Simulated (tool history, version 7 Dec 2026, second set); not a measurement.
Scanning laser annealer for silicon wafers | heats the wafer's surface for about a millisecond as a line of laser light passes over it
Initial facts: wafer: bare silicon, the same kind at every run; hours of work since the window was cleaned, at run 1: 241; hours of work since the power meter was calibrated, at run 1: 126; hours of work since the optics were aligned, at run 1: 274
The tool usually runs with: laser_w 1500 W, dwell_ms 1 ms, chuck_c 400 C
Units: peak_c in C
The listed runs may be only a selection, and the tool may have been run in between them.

| run | day | laser_w | dwell_ms | chuck_c | hours of work since the window was cleaned | hours of work since the power meter was calibrated | hours of work since the optics were aligned | peak_c |
|---|---|---|---|---|---|---|---|---|
| 1 | 0 | 1500 | 1 | 400 | 241 | 126 | 274 | 1145 |
| 2 | 0.404 | 1500 | 1 | 400 | 247 | 132 | 279 | 1148 |
| 3 | 0.788 | 1500 | 1 | 400 | 252 | 137 | 285 | 1147 |
| 4 | 1.121 | 1500 | 1 | 400 | 257 | 142 | 289 | 1146 |
| 5 | 1.496 | 1303 | 1 | 400 | 262 | 147 | 295 | 1021 |
| 6 | 1.85 | 1303 | 1 | 400 | 267 | 152 | 300 | 1019 |
| 7 | 2.258 | 1303 | 1 | 400 | 273 | 158 | 305 | 1022 |
| 8 | 2.45 | 1303 | 1 | 400 | 275 | 161 | 308 | 1021 |
| 9 | 2.704 | 1500 | 1 | 400 | 279 | 164 | 312 | 1143 |
| 10 | 2.9 | 1500 | 1 | 400 | 282 | 167 | 314 | 1143 |
| 11 | 3.129 | 1500 | 1 | 400 | 285 | 170 | 318 | 1144 |
| 12 | 3.375 | 1358 | 1 | 400 | 288 | 174 | 321 | 1053 |
| 13 | 3.612 | 1500 | 1 | 410 | 292 | 177 | 324 | 1154 |
| 14 | 4.012 | 1500 | 1 | 400 | 297 | 183 | 330 | 1147 |
| 15 | 4.408 | 1500 | 1 | 400 | 303 | 188 | 336 | 1143 |
| 16 | 4.667 | 1500 | 1 | 400 | 306 | 192 | 339 | 1145 |
| 17 | 4.983 | 1500 | 1 | 426 | 311 | 196 | 344 | 1170 |
| 18 | 5.304 | 1500 | 1 | 426 | 315 | 201 | 348 | 1169 |
| 19 | 5.617 | 1500 | 1 | 426 | 320 | 205 | 353 | 1169 |
| 20 | 5.917 | 1551 | 1 | 400 | 324 | 209 | 357 | 1177 |
| 21 | 6.154 | 1551 | 1 | 400 | 327 | 213 | 360 | 1178 |
| 22 | 6.367 | 1500 | 1.07 | 385 | 330 | 216 | 363 | 1150 |
| 23 | 6.783 | 1500 | 1.07 | 385 | 336 | 222 | 369 | 1152 |
| 24 | 6.958 | 1500 | 1.07 | 385 | 339 | 224 | 371 | 1152 |
| 25 | 7.183 | 1329 | 0.72 | 376 | 342 | 227 | 375 | 930 |
| 26 | 7.592 | 1329 | 0.82 | 403 | 348 | 233 | 380 | 989 |
| 27 | 7.938 | 1541 | 0.96 | 422 | 352 | 238 | 385 | 1181 |
| 28 | 8.288 | 1288 | 0.87 | 402 | 357 | 243 | 390 | 976 |
| 29 | 8.575 | 1438 | 1.11 | 383 | 361 | 247 | 394 | 1121 |
| 30 | 8.821 | 1642 | 1.08 | 400 | 365 | 250 | 398 | 1266 |
| 31 | 9.017 | 1365 | 0.82 | 364 | 368 | 253 | 400 | 968 |
| 32 | 9.279 | 1500 | 0.82 | 437 | 371 | 257 | 404 | 1122 |
| 33 | 9.679 | 1500 | 1 | 437 | 377 | 262 | 410 | 1182 |
| 34 | 9.962 | 1500 | 1 | 437 | 381 | 266 | 414 | 1182 |
| 35 | 10.333 | 1500 | 1 | 437 | 386 | 271 | 419 | 1184 |
| 36 | 10.658 | 1544 | 1 | 434 | 391 | 276 | 424 | 1206 |
| 37 | 10.912 | 1544 | 1 | 434 | 394 | 280 | 427 | 1207 |
| 38 | 11.254 | 1599 | 1.12 | 417 | 399 | 284 | 432 | 1268 |
| 39 | 11.467 | 1599 | 1.12 | 417 | 402 | 287 | 435 | 1268 |
| 40 | 11.721 | 1549 | 1 | 361 | 406 | 291 | 438 | 1136 |
| 41 | 11.946 | 1500 | 0.72 | 400 | 409 | 294 | 442 | 1043 |

Here are 4 independent what-if runs from the current tool condition. What would each one return?
| A | 12.254 | 1500 | 0.93 | 400 | 413 | 298 | 446 | ? |
| B | 12.254 | 1506 | 1.14 | 409 | 413 | 298 | 446 | ? |
| C | 12.254 | 1305 | 0.82 | 400 | 413 | 298 | 446 | ? |
| D | 12.254 | 1289 | 1 | 400 | 413 | 298 | 446 | ? |

| run | peak_c |
|---|---|
| A | 1123 |
| B | 1199 |
| C | 967 |
| D | 1011 |
Stripped of hidden state, with their random variation kept, the same runs would have yielded:
| run | peak_c |
|---|---|
| A | 1123 |
| B | 1199 |
| C | 967 |
| D | 1011 |
